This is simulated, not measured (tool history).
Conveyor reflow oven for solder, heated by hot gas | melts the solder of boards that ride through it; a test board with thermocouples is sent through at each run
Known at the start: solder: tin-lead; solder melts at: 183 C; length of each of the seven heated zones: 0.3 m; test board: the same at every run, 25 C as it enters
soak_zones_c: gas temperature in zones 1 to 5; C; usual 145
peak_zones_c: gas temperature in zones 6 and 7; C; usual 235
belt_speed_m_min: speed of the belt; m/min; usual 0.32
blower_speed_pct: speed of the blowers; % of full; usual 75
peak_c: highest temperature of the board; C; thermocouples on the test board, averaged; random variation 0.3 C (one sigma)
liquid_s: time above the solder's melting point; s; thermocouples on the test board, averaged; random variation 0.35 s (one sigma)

Run 1, hour 0: usual settings. Result: peak_c 223 C, liquid_s 94.7 s.
Run 2, hour 31.7: usual settings. Result: peak_c 222.2 C, liquid_s 94.1 s.
Run 3, hour 54.8: usual settings but blower_speed_pct 50 % of full. Result: peak_c 214.2 C, liquid_s 82.7 s.
Run 4, hour 94.3: usual settings but blower_speed_pct 50 % of full. Result: peak_c 214.3 C, liquid_s 82.5 s.
Run 5, hour 120.1: usual settings but blower_speed_pct 50 % of full. Result: peak_c 214.3 C, liquid_s 82.8 s.
Run 6, hour 168.9: usual settings but soak_zones_c 140 C. Result: peak_c 221.9 C, liquid_s 90.7 s.
Run 7, hour 189.2: usual settings but blower_speed_pct 79 % of full. Result: peak_c 223.9 C, liquid_s 95.2 s.
Run 8, hour 230.9: usual settings. Result: peak_c 222.2 C, liquid_s 94.3 s.
Run 9, hour 253.4: usual settings but peak_zones_c 224 C. Result: peak_c 213.1 C, liquid_s 85 s.
Run 10, hour 301.8: usual settings but peak_zones_c 224 C. Result: peak_c 213 C, liquid_s 85 s.
Run 11, hour 332.3: usual settings but peak_zones_c 224 C. Result: peak_c 213.2 C, liquid_s 85 s.
Run 12, hour 361.4: usual settings but peak_zones_c 224 C. Result: peak_c 212.7 C, liquid_s 85 s.
Run 13, hour 383.1: usual settings but peak_zones_c 224 C. Result: peak_c 213.3 C, liquid_s 85 s.
Run 14, hour 411.3: usual settings. Result: peak_c 223.1 C, liquid_s 94.6 s.
Run 15, hour 458.2: usual settings. Result: peak_c 222.8 C, liquid_s 93.9 s.
Run 16, hour 496.5: usual settings. Result: peak_c 223 C, liquid_s 94 s.
Run 17, hour 541.4: usual settings but soak_zones_c 136 C, blower_speed_pct 59 % of full. Result: peak_c 215.9 C, liquid_s 81.3 s.
Run 18, hour 584.5: usual settings but belt_speed_m_min 0.29 m/min. Result: peak_c 224.7 C, liquid_s 106.8 s.
Run 19, hour 615.8: usual settings but soak_zones_c 149 C, belt_speed_m_min 0.342 m/min. Result: peak_c 221.9 C, liquid_s 89 s.
Run 20, hour 642.6: usual settings but soak_zones_c 132 C, belt_speed_m_min 0.38 m/min. Result: peak_c 215.5 C, liquid_s 66 s.
Run 21, hour 674.7: usual settings but soak_zones_c 155 C, blower_speed_pct 71 % of full. Result: peak_c 222.9 C, liquid_s 100.7 s.
Run 22, hour 721: usual settings but soak_zones_c 152 C, peak_zones_c 242 C, belt_speed_m_min 0.28 m/min, blower_speed_pct 52 % of full. Result: peak_c 226.8 C, liquid_s 116.1 s.
Run 23, hour 758.8: usual settings but soak_zones_c 152 C, peak_zones_c 242 C, belt_speed_m_min 0.28 m/min, blower_speed_pct 52 % of full. Result: peak_c 226.2 C, liquid_s 115.9 s.
Run 24, hour 798.6: usual settings but soak_zones_c 152 C, peak_zones_c 242 C, belt_speed_m_min 0.28 m/min, blower_speed_pct 80 % of full. Result: peak_c 234.2 C, liquid_s 121.3 s.
Run 25, hour 833.3: usual settings but soak_zones_c 138 C, belt_speed_m_min 0.28 m/min, blower_speed_pct 56 % of full. Result: peak_c 220.3 C, liquid_s 99.8 s.
Run 26, hour 880.8: usual settings but soak_zones_c 138 C, belt_speed_m_min 0.28 m/min, blower_speed_pct 56 % of full. Result: peak_c 220 C, liquid_s 99.5 s.
Run 27, hour 908.1: usual settings but soak_zones_c 147 C, belt_speed_m_min 0.28 m/min, blower_speed_pct 56 % of full. Result: peak_c 221.1 C, liquid_s 107.1 s.
Run 28, hour 960.6: usual settings but soak_zones_c 156 C, blower_speed_pct 81 % of full. Result: peak_c 225.7 C, liquid_s 102.8 s.
Run 29, hour 995.5: usual settings but soak_zones_c 141 C, peak_zones_c 236 C. Result: peak_c 223.4 C, liquid_s 93.1 s.
Run 30, hour 1028.2: usual settings but soak_zones_c 141 C. Result: peak_c 222.1 C, liquid_s 91.3 s.
Run 31, hour 1066.4: usual settings but blower_speed_pct 54 % of full. Result: peak_c 216.1 C, liquid_s 85.5 s.
Run 32, hour 1089.6: usual settings but belt_speed_m_min 0.353 m/min. Result: peak_c 220.3 C, liquid_s 82 s.

Taken out of this log: 4 entries between the listed runs. Where each belongs, and how the hidden state differs across it:
Between runs 9 and 10: flux residue cleaned out of gas plates and filters (hour 260.7)
  heat that the gas passes to the board, % of a clean oven's: 99.2 -> 99.9
Between runs 22 and 23: thermocouples of zones 6 and 7 changed (hour 728.7)
  belt's true speed, % of the reading: 99.93 -> 99.92; true gas temperature in zones 6 and 7 over the reading, C: 0.16 -> 0.01
Between runs 24 and 25: flux residue cleaned out of gas plates and filters (hour 829.1)
  heat that the gas passes to the board, % of a clean oven's: 99.3 -> 100; true gas temperature in zones 6 and 7 over the reading, C: 0.01 -> 0.02
Between runs 27 and 28: belt drive overhauled, speed set with a stopwatch (hour 935)
  heat that the gas passes to the board, % of a clean oven's: 99.9 -> 99.8; belt's true speed, % of the reading: 99.91 -> 99.99; true gas temperature in zones 6 and 7 over the reading, C: 0.03 -> 0.04
